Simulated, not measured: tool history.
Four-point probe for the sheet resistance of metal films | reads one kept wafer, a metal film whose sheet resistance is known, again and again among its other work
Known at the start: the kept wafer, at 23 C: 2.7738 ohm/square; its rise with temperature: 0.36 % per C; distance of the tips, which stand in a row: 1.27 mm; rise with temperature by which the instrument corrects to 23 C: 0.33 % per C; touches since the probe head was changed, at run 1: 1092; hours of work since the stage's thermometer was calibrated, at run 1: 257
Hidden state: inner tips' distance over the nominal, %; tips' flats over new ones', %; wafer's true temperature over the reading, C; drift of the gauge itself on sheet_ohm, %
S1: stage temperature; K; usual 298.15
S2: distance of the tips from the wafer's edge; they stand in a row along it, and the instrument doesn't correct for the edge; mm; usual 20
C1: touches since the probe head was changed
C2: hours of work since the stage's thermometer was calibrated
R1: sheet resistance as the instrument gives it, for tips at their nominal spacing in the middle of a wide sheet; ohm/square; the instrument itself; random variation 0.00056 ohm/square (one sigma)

Run 1, hour 0.0: usual settings; C1 1092; C2 257. Result: R1 2.787679 ohm/square.
Run 2, hour 13.4: usual settings; C1 1575; C2 264. Result: R1 2.787598 ohm/square.
Run 3, hour 30.2: usual settings; C1 2177; C2 273. Result: R1 2.786128 ohm/square.
Run 4, hour 42.8: usual settings; C1 2629; C2 280. Result: R1 2.787621 ohm/square.
Run 5, hour 63.9: usual settings; C1 3389; C2 292. Result: R1 2.786051 ohm/square.
Run 6, hour 73.1: usual settings; C1 3717; C2 297. Result: R1 2.786645 ohm/square.
Run 7, hour 90.5: usual settings but S2 22 mm; C1 4346; C2 306. Result: R1 2.784802 ohm/square.
Run 8, hour 110.4: usual settings but S2 22 mm; C1 5058; C2 317. Result: R1 2.785557 ohm/square.
Run 9, hour 121.6: usual settings; C1 5463; C2 323. Result: R1 2.786920 ohm/square.
Run 10, hour 133.0: usual settings but S2 13 mm; C1 5872; C2 329. Result: R1 2.794551 ohm/square.
Run 11, hour 149.1: usual settings but S2 12 mm; C1 6449; C2 338. Result: R1 2.796744 ohm/square.
Run 12, hour 169.6: usual settings but S2 12 mm; C1 7188; C2 349. Result: R1 2.796542 ohm/square.
Run 13, hour 190.0: usual settings but S1 305.15 K; C1 7921; C2 360. Result: R1 2.791228 ohm/square.
Run 14, hour 203.3: usual settings but S1 305.15 K; C1 8397; C2 367. Result: R1 2.791998 ohm/square.
Run 15, hour 221.9: usual settings; C1 9066; C2 377. Result: R1 2.787032 ohm/square.
Run 16, hour 241.7: usual settings; C1 9776; C2 388. Result: R1 2.785446 ohm/square.
Run 17, hour 263.7: usual settings; C1 10570; C2 400. Result: R1 2.786488 ohm/square.
Run 18, hour 275.3: usual settings; C1 10986; C2 407. Result: R1 2.785933 ohm/square.
Run 19, hour 297.0: usual settings; C1 11765; C2 418. Result: R1 2.785731 ohm/square.
Run 20, hour 318.6: usual settings; C1 12541; C2 430. Result: R1 2.785371 ohm/square.
Run 21, hour 334.3: usual settings but S1 301.15 K; C1 13103; C2 439. Result: R1 2.788413 ohm/square.
Run 22, hour 346.8: usual settings but S1 301.15 K; C1 13553; C2 445. Result: R1 2.788847 ohm/square.
Run 23, hour 367.1: usual settings but S1 299.15 K, S2 16 mm; C1 14282; C2 456. Result: R1 2.789105 ohm/square.
Run 24, hour 384.7: usual settings but S1 299.15 K, S2 16 mm; C1 14914; C2 466. Result: R1 2.788414 ohm/square.
Run 25, hour 395.6: usual settings but S1 299.15 K, S2 16 mm; C1 15308; C2 472. Result: R1 2.788894 ohm/square.
Run 26, hour 415.6: usual settings but S1 302.15 K, S2 4 mm; C1 16028; C2 483. Result: R1 2.924785 ohm/square.
Run 27, hour 428.9: usual settings but S2 7 mm; C1 16503; C2 490. Result: R1 2.826630 ohm/square.
Run 28, hour 442.7: usual settings but S1 297.15 K, S2 11 mm; C1 17002; C2 497. Result: R1 2.797486 ohm/square.
Run 29, hour 453.8: usual settings but S1 297.15 K, S2 11 mm; C1 17399; C2 504. Result: R1 2.797849 ohm/square.
Run 30, hour 465.7: usual settings but S1 296.15 K, S2 4 mm; C1 17827; C2 510. Result: R1 2.919527 ohm/square.
Run 31, hour 474.8: usual settings but S1 303.15 K, S2 34 mm; C1 18152; C2 515. Result: R1 2.784422 ohm/square.
Run 32, hour 496.3: usual settings but S1 296.15 K, S2 18 mm; C1 18927; C2 527. Result: R1 2.783367 ohm/square.
Run 33, hour 509.3: usual settings but S1 294.15 K, S2 3 mm; C1 19395; C2 534. Result: R1 3.017801 ohm/square.
Run 34, hour 531.5: usual settings but S1 294.15 K, S2 3 mm; C1 20190; C2 546. Result: R1 3.016739 ohm/square.
Run 35, hour 548.1: usual settings but S1 294.15 K, S2 3 mm; C1 20786; C2 555. Result: R1 3.016628 ohm/square.
Run 36, hour 558.7: usual settings but S1 294.15 K, S2 3 mm; C1 21169; C2 561. Result: R1 3.015814 ohm/square.
Run 37, hour 568.6: usual settings but S1 292.15 K, S2 40 mm; C1 21524; C2 566. Result: R1 2.774254 ohm/square.
Run 38, hour 577.7: usual settings but S1 295.15 K, S2 5 mm; C1 21851; C2 571. Result: R1 2.868185 ohm/square.
Run 39, hour 596.7: usual settings but S1 303.15 K, S2 7 mm; C1 22533; C2 581. Result: R1 2.830436 ohm/square.
Run 40, hour 608.8: usual settings but S1 305.15 K, S2 15 mm; C1 22970; C2 588. Result: R1 2.794923 ohm/square.
Run 41, hour 623.8: usual settings but S1 291.15 K, S2 4 mm; C1 23509; C2 596. Result: R1 2.913370 ohm/square.
Run 42, hour 643.5: usual settings but S1 291.15 K, S2 4 mm; C1 24218; C2 607. Result: R1 2.913599 ohm/square.
Run 43, hour 653.8: usual settings but S1 291.15 K, S2 4 mm; C1 24585; C2 612. Result: R1 2.913336 ohm/square.
Run 44, hour 665.5: usual settings but S1 299.15 K, S2 8 mm; C1 25006; C2 619. Result: R1 2.815617 ohm/square.

Hidden state or all else? Some run-to-run changes of R1, split into what the settings, what came in and random variation would give without the hidden state, and what is left for the hidden state (with any gauge scatter that isn't in both results):
Run 25 -> 26: S1 299.15 -> 302.15, S2 16 -> 4. R1 +0.135891 ohm/square: hidden state +0.000045, all else +0.135846.
Run 26 -> 27: S1 302.15 -> 298.15, S2 4 -> 7. R1 -0.098155 ohm/square: hidden state -0.000202, all else -0.097953.
Run 31 -> 32: S1 303.15 -> 296.15, S2 34 -> 18. R1 -0.001055 ohm/square: hidden state -0.000163, all else -0.000892.
Run 32 -> 33: S1 296.15 -> 294.15, S2 18 -> 3. R1 +0.234434 ohm/square: hidden state +0.000107, all else +0.234327.
Run 36 -> 37: S1 294.15 -> 292.15, S2 3 -> 40. R1 -0.241560 ohm/square: hidden state -0.000245, all else -0.241315.

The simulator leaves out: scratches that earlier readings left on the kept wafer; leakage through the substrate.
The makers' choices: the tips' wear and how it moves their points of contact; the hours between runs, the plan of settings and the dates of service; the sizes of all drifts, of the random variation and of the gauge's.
